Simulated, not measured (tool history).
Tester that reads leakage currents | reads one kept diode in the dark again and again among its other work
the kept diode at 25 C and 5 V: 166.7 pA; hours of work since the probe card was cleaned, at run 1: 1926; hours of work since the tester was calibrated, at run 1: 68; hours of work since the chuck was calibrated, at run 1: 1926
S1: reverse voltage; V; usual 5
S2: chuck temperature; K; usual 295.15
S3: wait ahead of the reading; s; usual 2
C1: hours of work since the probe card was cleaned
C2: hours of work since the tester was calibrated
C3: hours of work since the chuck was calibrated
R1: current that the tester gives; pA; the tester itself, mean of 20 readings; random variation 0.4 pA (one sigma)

run 1 hour=0 | S1=5 S2=295.15 S3=2 | C1=1926 C2=68 C3=1926 | R1=118.79
run 2 hour=87.9 | S1=5 S2=295.15 S3=2 | C1=1968 C2=110 C3=1968 | R1=119.07
run 3 hour=159 | S1=5 S2=295.15 S3=2 | C1=2002 C2=144 C3=2002 | R1=118.98
run 4 hour=270.7 | S1=5 S2=295.15 S3=2 | C1=2055 C2=197 C3=2055 | R1=118.21
run 5 hour=319.6 | S1=5 S2=295.15 S3=0.65 | C1=2079 C2=220 C3=2079 | R1=118.34
run 6 hour=414.1 | S1=5 S2=295.15 S3=2 | C1=2124 C2=266 C3=2124 | R1=117.54
run 7 hour=479.6 | S1=5 S2=295.15 S3=2 | C1=2155 C2=297 C3=2155 | R1=118.47
run 8 hour=542.4 | S1=5 S2=295.15 S3=2 | C1=2185 C2=327 C3=2185 | R1=117.67
run 9 hour=627.9 | S1=5 S2=295.15 S3=2 | C1=2226 C2=368 C3=2226 | R1=116.93
run 10 hour=681 | S1=5 S2=295.15 S3=8.17 | C1=2251 C2=393 C3=2251 | R1=116.33
run 11 hour=777.6 | S1=5 S2=295.15 S3=8.17 | C1=2297 C2=439 C3=2297 | R1=116.55
run 12 hour=864.8 | S1=16.59 S2=295.15 S3=0.51 | C1=2339 C2=481 C3=2339 | R1=194.07
run 13 hour=953.7 | S1=1.22 S2=311.15 S3=7.92 | C1=2381 C2=523 C3=2381 | R1=237.46
run 14 hour=1004.8 | S1=1.77 S2=297.15 S3=5.34 | C1=2406 C2=547 C3=2406 | R1=90.96
-- hour=1045.2 chuck's temperature calibrated
-- hour=1098.5 probe card cleaned and baked
run 15 hour=1131.4 | S1=8.58 S2=310.15 S3=0.5 | C1=16 C2=605 C3=40 | R1=525.52
run 16 hour=1211.1 | S1=1.28 S2=293.15 S3=0.3 | C1=54 C2=643 C3=78 | R1=67.77
run 17 hour=1308.1 | S1=6.3 S2=293.15 S3=0.3 | C1=100 C2=690 C3=124 | R1=122.92
run 18 hour=1394.7 | S1=13.54 S2=328.15 S3=5.29 | C1=141 C2=731 C3=165 | R1=2199.59
run 19 hour=1453.3 | S1=1.94 S2=298.15 S3=0.46 | C1=169 C2=759 C3=193 | R1=118.14
run 20 hour=1518.7 | S1=5 S2=320.15 S3=2 | C1=200 C2=790 C3=224 | R1=878.32
run 21 hour=1626.4 | S1=1.34 S2=318.15 S3=7.57 | C1=252 C2=842 C3=276 | R1=471.22
run 22 hour=1728 | S1=1.34 S2=318.15 S3=7.57 | C1=300 C2=890 C3=324 | R1=467.83

Forecast each of these 3 alternatives for the next run:
run A hour=1814 | S1=1.34 S2=323.15 S3=2.39 | C1=341 C2=931 C3=365 | R1=?
run B hour=1814 | S1=1.34 S2=318.15 S3=7.57 | C1=341 C2=931 C3=365 | R1=?
run C hour=1814 | S1=14.22 S2=295.15 S3=2 | C1=341 C2=931 C3=365 | R1=?

run=A R1=663.57
run=B R1=465.89
run=C R1=190.19
Without the tool's hidden state the same runs would have given:
run=A R1=673.2
run=B R1=472.87
run=C R1=191.3
